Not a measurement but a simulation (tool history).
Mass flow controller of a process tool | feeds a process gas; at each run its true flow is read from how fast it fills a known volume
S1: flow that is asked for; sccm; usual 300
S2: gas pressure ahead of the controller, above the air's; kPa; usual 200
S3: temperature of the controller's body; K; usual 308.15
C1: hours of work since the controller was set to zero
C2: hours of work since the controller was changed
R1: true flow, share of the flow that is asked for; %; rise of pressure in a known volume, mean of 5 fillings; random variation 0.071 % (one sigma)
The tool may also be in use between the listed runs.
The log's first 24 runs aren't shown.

{"run": 25, "hour": 1524.7, "S1": 300, "S2": 179, "S3": 298.15, "C1": 220, "C2": 1326, "R1": 98.72}
{"run": 26, "hour": 1605.1, "S1": 300, "S2": 266, "S3": 294.15, "C1": 263, "C2": 1369, "R1": 99.07}
{"run": 27, "hour": 1670.5, "S1": 67, "S2": 236, "S3": 308.15, "C1": 299, "C2": 1405, "R1": 98.61}
{"run": 28, "hour": 1746.0, "S1": 67, "S2": 148, "S3": 306.15, "C1": 340, "C2": 1446, "R1": 98.01}
{"run": 29, "hour": 1834.2, "S1": 67, "S2": 148, "S3": 306.15, "C1": 387, "C2": 1494, "R1": 97.71}
{"run": 30, "hour": 1903.2, "S1": 240, "S2": 258, "S3": 299.15, "C1": 425, "C2": 1531, "R1": 99.01}
{"run": 31, "hour": 1983.9, "S1": 240, "S2": 258, "S3": 299.15, "C1": 469, "C2": 1575, "R1": 99.14}
{"run": 32, "hour": 2044.9, "S1": 240, "S2": 258, "S3": 299.15, "C1": 502, "C2": 1608, "R1": 99.07}
{"run": 33, "hour": 2134.3, "S1": 240, "S2": 258, "S3": 299.15, "C1": 550, "C2": 1656, "R1": 99.12}
{"run": 34, "hour": 2199.8, "S1": 300, "S2": 198, "S3": 301.15, "C1": 586, "C2": 1692, "R1": 98.98}

5 ways to go on from here, each from the tool as it stands after run 34. What would each give?
{"run": "A", "hour": 2248.7, "S1": 53, "S2": 200, "S3": 310.15, "C1": 612, "C2": 1718, "R1": "?"}
{"run": "B", "hour": 2248.7, "S1": 162, "S2": 200, "S3": 308.15, "C1": 612, "C2": 1718, "R1": "?"}
{"run": "C", "hour": 2248.7, "S1": 300, "S2": 141, "S3": 298.15, "C1": 612, "C2": 1718, "R1": "?"}
{"run": "D", "hour": 2248.7, "S1": 130, "S2": 201, "S3": 308.15, "C1": 612, "C2": 1718, "R1": "?"}
{"run": "E", "hour": 2248.7, "S1": 157, "S2": 200, "S3": 308.15, "C1": 612, "C2": 1718, "R1": "?"}

run=A R1=98.3
run=B R1=98.77
run=C R1=98.33
run=D R1=98.55
run=E R1=98.68
Without the tool's hidden state the same runs would have given:
run=A R1=99.57
run=B R1=99.63
run=C R1=99.09
run=D R1=99.45
run=E R1=99.54

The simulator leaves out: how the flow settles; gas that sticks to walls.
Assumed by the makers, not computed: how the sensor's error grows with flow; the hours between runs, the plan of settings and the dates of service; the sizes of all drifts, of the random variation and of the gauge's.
